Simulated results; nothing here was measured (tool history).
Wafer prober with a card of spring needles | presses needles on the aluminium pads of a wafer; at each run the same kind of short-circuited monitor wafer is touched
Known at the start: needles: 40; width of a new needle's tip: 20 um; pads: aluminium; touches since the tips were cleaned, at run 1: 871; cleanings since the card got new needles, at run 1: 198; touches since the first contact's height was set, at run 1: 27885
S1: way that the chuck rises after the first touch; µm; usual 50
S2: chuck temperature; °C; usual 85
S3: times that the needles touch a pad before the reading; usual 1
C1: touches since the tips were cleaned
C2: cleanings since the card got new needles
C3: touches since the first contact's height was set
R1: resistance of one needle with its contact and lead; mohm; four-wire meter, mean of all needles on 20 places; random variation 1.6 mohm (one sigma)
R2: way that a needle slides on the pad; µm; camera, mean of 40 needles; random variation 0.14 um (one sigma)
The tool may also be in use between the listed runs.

{"run": 1, "hour": 0.0, "S1": 50, "S2": 85, "S3": 1, "C1": 871, "C2": 198, "C3": 27885, "R1": 240, "R2": 12.66}
{"hour": 4.4, "done": "tips cleaned on abrasive film"}
{"hour": 13.2, "done": "tips cleaned on abrasive film"}
{"hour": 22.0, "done": "tips cleaned on abrasive film"}
{"run": 2, "hour": 28.2, "S1": 50, "S2": 53, "S3": 1, "C1": 1080, "C2": 201, "C3": 32717, "R1": 236, "R2": 12.71}
{"hour": 32.6, "done": "tips cleaned on abrasive film"}
{"hour": 41.4, "done": "tips cleaned on abrasive film"}
{"hour": 50.2, "done": "tips cleaned on abrasive film"}
{"hour": 58.9, "done": "tips cleaned on abrasive film"}
{"hour": 68.1, "done": "tips cleaned on abrasive film"}
{"run": 3, "hour": 68.1, "S1": 50, "S2": 85, "S3": 1, "C1": 0, "C2": 206, "C3": 39545, "R1": 179, "R2": 12.34}
{"hour": 76.9, "done": "tips cleaned on abrasive film"}
{"hour": 85.7, "done": "tips cleaned on abrasive film"}
{"hour": 94.5, "done": "tips cleaned on abrasive film"}
{"hour": 105.4, "done": "tips cleaned on abrasive film"}
{"hour": 114.2, "done": "tips cleaned on abrasive film"}
{"run": 4, "hour": 119.1, "S1": 50, "S2": 85, "S3": 1, "C1": 854, "C2": 211, "C3": 48280, "R1": 251, "R2": 12.22}
{"hour": 123.5, "done": "tips cleaned on abrasive film"}
{"hour": 132.3, "done": "tips cleaned on abrasive film"}
{"hour": 143.2, "done": "tips cleaned on abrasive film"}
{"run": 5, "hour": 151.8, "S1": 50, "S2": 85, "S3": 1, "C1": 1476, "C2": 214, "C3": 53883, "R1": 273, "R2": 12.42}
{"hour": 154.0, "done": "tips cleaned on abrasive film"}
{"hour": 162.8, "done": "tips cleaned on abrasive film"}
{"hour": 171.6, "done": "tips cleaned on abrasive film"}
{"hour": 180.3, "done": "tips cleaned on abrasive film"}
{"hour": 191.3, "done": "tips cleaned on abrasive film"}
{"run": 6, "hour": 194.1, "S1": 50, "S2": 85, "S3": 1, "C1": 490, "C2": 219, "C3": 61127, "R1": 226, "R2": 12.09}
{"hour": 200.7, "done": "tips cleaned on abrasive film"}
{"hour": 209.5, "done": "tips cleaned on abrasive film"}
{"hour": 218.2, "done": "tips cleaned on abrasive film"}
{"hour": 229.2, "done": "tips cleaned on abrasive film"}
{"run": 7, "hour": 231.4, "S1": 50, "S2": 85, "S3": 1, "C1": 379, "C2": 223, "C3": 67509, "R1": 211, "R2": 12.06}
{"hour": 238.4, "done": "tips cleaned on abrasive film"}
{"hour": 249.4, "done": "tips cleaned on abrasive film"}
{"hour": 260.3, "done": "tips cleaned on abrasive film"}
{"hour": 271.2, "done": "tips cleaned on abrasive film"}
{"run": 8, "hour": 272.9, "S1": 50, "S2": 85, "S3": 1, "C1": 284, "C2": 227, "C3": 74626, "R1": 210, "R2": 11.83}
{"hour": 275.3, "done": "height of the first contact set anew"}
{"hour": 281.9, "done": "tips cleaned on abrasive film"}
{"hour": 290.7, "done": "tips cleaned on abrasive film"}
{"hour": 301.7, "done": "tips cleaned on abrasive film"}
{"run": 9, "hour": 306.0, "S1": 50, "S2": 113, "S3": 1, "C1": 755, "C2": 230, "C3": 5257, "R1": 248, "R2": 11.17}
{"hour": 312.4, "done": "tips cleaned on abrasive film"}
{"hour": 321.2, "done": "tips cleaned on abrasive film"}
{"hour": 332.1, "done": "tips cleaned on abrasive film"}
{"hour": 340.9, "done": "tips cleaned on abrasive film"}
{"run": 10, "hour": 343.4, "S1": 50, "S2": 113, "S3": 1, "C1": 433, "C2": 234, "C3": 11656, "R1": 239, "R2": 11.11}
{"hour": 350.0, "done": "tips cleaned on abrasive film"}
{"hour": 358.8, "done": "tips cleaned on abrasive film"}
{"hour": 369.7, "done": "tips cleaned on abrasive film"}
{"hour": 378.5, "done": "tips cleaned on abrasive film"}
{"run": 11, "hour": 385.6, "S1": 50, "S2": 113, "S3": 1, "C1": 1232, "C2": 238, "C3": 18893, "R1": 292, "R2": 11.18}
{"hour": 387.8, "done": "tips cleaned on abrasive film"}
{"hour": 398.8, "done": "tips cleaned on abrasive film"}
{"hour": 407.5, "done": "tips cleaned on abrasive film"}
{"hour": 418.5, "done": "tips cleaned on abrasive film"}
{"hour": 423.1, "done": "height of the first contact set anew, once more"}
{"hour": 427.5, "done": "tips cleaned on abrasive film"}
{"run": 12, "hour": 433.0, "S1": 50, "S2": 85, "S3": 1, "C1": 942, "C2": 243, "C3": 1692, "R1": 240, "R2": 13.01}
{"hour": 437.4, "done": "tips cleaned on abrasive film"}
{"hour": 446.2, "done": "tips cleaned on abrasive film"}
{"hour": 455.0, "done": "tips cleaned on abrasive film"}
{"run": 13, "hour": 462.1, "S1": 50, "S2": 85, "S3": 1, "C1": 1231, "C2": 246, "C3": 6677, "R1": 252, "R2": 12.89}
{"hour": 464.3, "done": "tips cleaned on abrasive film"}
{"hour": 473.1, "done": "tips cleaned on abrasive film"}
{"hour": 481.9, "done": "tips cleaned on abrasive film"}
{"run": 14, "hour": 485.1, "S1": 50, "S2": 85, "S3": 1, "C1": 557, "C2": 249, "C3": 10611, "R1": 221, "R2": 12.82}
{"hour": 491.7, "done": "tips cleaned on abrasive film"}
{"hour": 500.5, "done": "tips cleaned on abrasive film"}
{"hour": 511.4, "done": "tips cleaned on abrasive film"}
{"run": 15, "hour": 514.8, "S1": 42, "S2": 87, "S3": 1, "C1": 581, "C2": 252, "C3": 15694, "R1": 253, "R2": 10.79}
{"hour": 521.4, "done": "tips cleaned on abrasive film"}
{"hour": 530.1, "done": "tips cleaned on abrasive film"}
{"hour": 538.9, "done": "tips cleaned on abrasive film"}
{"hour": 549.8, "done": "tips cleaned on abrasive film"}
{"hour": 560.8, "done": "tips cleaned on abrasive film"}
{"run": 16, "hour": 564.8, "S1": 56, "S2": 57, "S3": 2, "C1": 693, "C2": 257, "C3": 24267, "R1": 190, "R2": 14.17}
{"hour": 571.4, "done": "tips cleaned on abrasive film"}
{"hour": 582.3, "done": "tips cleaned on abrasive film"}
{"hour": 591.1, "done": "tips cleaned on abrasive film"}
{"hour": 602.0, "done": "tips cleaned on abrasive film"}
{"hour": 613.0, "done": "tips cleaned on abrasive film"}
{"run": 17, "hour": 619.3, "S1": 56, "S2": 57, "S3": 2, "C1": 1102, "C2": 262, "C3": 33624, "R1": 208, "R2": 14.07}
{"hour": 623.8, "done": "tips cleaned on abrasive film"}
{"hour": 632.5, "done": "tips cleaned on abrasive film"}
{"hour": 641.3, "done": "tips cleaned on abrasive film"}
{"hour": 650.1, "done": "tips cleaned on abrasive film"}
{"run": 18, "hour": 655.1, "S1": 56, "S2": 57, "S3": 2, "C1": 876, "C2": 266, "C3": 39753, "R1": 203, "R2": 13.86}
{"hour": 659.6, "done": "tips cleaned on abrasive film"}
{"hour": 668.3, "done": "tips cleaned on abrasive film"}
{"hour": 677.1, "done": "tips cleaned on abrasive film"}
{"hour": 685.9, "done": "tips cleaned on abrasive film"}
{"run": 19, "hour": 690.6, "S1": 56, "S2": 57, "S3": 2, "C1": 823, "C2": 270, "C3": 45830, "R1": 196, "R2": 13.68}
{"hour": 695.0, "done": "tips cleaned on abrasive film"}
{"hour": 706.0, "done": "tips cleaned on abrasive film"}
{"hour": 714.8, "done": "tips cleaned on abrasive film"}
{"hour": 725.7, "done": "tips cleaned on abrasive film"}
{"hour": 734.5, "done": "tips cleaned on abrasive film"}
{"run": 20, "hour": 738.4, "S1": 50, "S2": 32, "S3": 3, "C1": 682, "C2": 275, "C3": 54015, "R1": 191, "R2": 11.92}
{"hour": 745.0, "done": "tips cleaned on abrasive film"}
{"hour": 755.9, "done": "tips cleaned on abrasive film"}
{"hour": 764.7, "done": "tips cleaned on abrasive film"}
{"hour": 773.5, "done": "tips cleaned on abrasive film"}
{"run": 21, "hour": 776.0, "S1": 50, "S2": 81, "S3": 1, "C1": 436, "C2": 279, "C3": 60455, "R1": 225, "R2": 12.05}
{"hour": 782.6, "done": "tips cleaned on abrasive film"}
{"hour": 791.4, "done": "tips cleaned on abrasive film"}
{"hour": 802.3, "done": "tips cleaned on abrasive film"}
{"hour": 811.1, "done": "tips cleaned on abrasive film"}
{"hour": 819.8, "done": "tips cleaned on abrasive film"}
{"run": 22, "hour": 821.7, "S1": 50, "S2": 81, "S3": 1, "C1": 322, "C2": 284, "C3": 68283, "R1": 221, "R2": 12.03}
{"hour": 830.5, "done": "tips cleaned on abrasive film"}
{"hour": 839.2, "done": "tips cleaned on abrasive film"}
{"hour": 850.2, "done": "tips cleaned on abrasive film"}
{"run": 23, "hour": 856.8, "S1": 50, "S2": 27, "S3": 2, "C1": 1153, "C2": 287, "C3": 74314, "R1": 235, "R2": 11.9}
{"hour": 859.1, "done": "tips cleaned on abrasive film"}
{"hour": 867.9, "done": "tips cleaned on abrasive film"}
{"hour": 876.6, "done": "tips cleaned on abrasive film"}
{"hour": 885.4, "done": "tips cleaned on abrasive film"}
{"hour": 894.2, "done": "tips cleaned on abrasive film"}
{"run": 24, "hour": 895.7, "S1": 50, "S2": 27, "S3": 2, "C1": 274, "C2": 292, "C3": 80962, "R1": 193, "R2": 11.69}

4 ways to go on from here, each from the tool as it stands after run 24. What would each give?
{"hour": 904.5, "done": "tips cleaned on abrasive film"}
{"hour": 915.5, "done": "tips cleaned on abrasive film"}
{"hour": 926.4, "done": "tips cleaned on abrasive film"}
{"hour": 937.3, "done": "tips cleaned on abrasive film"}
{"hour": 946.1, "done": "tips cleaned on abrasive film"}
{"run": "A", "hour": 947.1, "S1": 39, "S2": 27, "S3": 1, "C1": 179, "C2": 297, "C3": 89771, "R1": "?", "R2": "?"}
{"hour": 904.5, "done": "tips cleaned on abrasive film"}
{"hour": 915.5, "done": "tips cleaned on abrasive film"}
{"hour": 926.4, "done": "tips cleaned on abrasive film"}
{"hour": 937.3, "done": "tips cleaned on abrasive film"}
{"hour": 946.1, "done": "tips cleaned on abrasive film"}
{"run": "B", "hour": 947.1, "S1": 31, "S2": 27, "S3": 2, "C1": 179, "C2": 297, "C3": 89771, "R1": "?", "R2": "?"}
{"hour": 904.5, "done": "tips cleaned on abrasive film"}
{"hour": 915.5, "done": "tips cleaned on abrasive film"}
{"hour": 926.4, "done": "tips cleaned on abrasive film"}
{"hour": 937.3, "done": "tips cleaned on abrasive film"}
{"hour": 946.1, "done": "tips cleaned on abrasive film"}
{"run": "C", "hour": 947.1, "S1": 50, "S2": 69, "S3": 2, "C1": 179, "C2": 297, "C3": 89771, "R1": "?", "R2": "?"}
{"hour": 904.5, "done": "tips cleaned on abrasive film"}
{"hour": 915.5, "done": "tips cleaned on abrasive film"}
{"hour": 926.4, "done": "tips cleaned on abrasive film"}
{"hour": 937.3, "done": "tips cleaned on abrasive film"}
{"hour": 946.1, "done": "tips cleaned on abrasive film"}
{"run": "D", "hour": 947.1, "S1": 50, "S2": 64, "S3": 1, "C1": 179, "C2": 297, "C3": 89771, "R1": "?", "R2": "?"}

run=A R1=244 R2=8.76
run=B R1=261 R2=6.72
run=C R1=195 R2=11.59
run=D R1=212 R2=11.78
Without the tool's hidden state the same runs would have given:
run=A R1=155 R2=10.21
run=B R1=161 R2=8.15
run=C R1=155 R2=13.02
run=D R1=157 R2=13.21
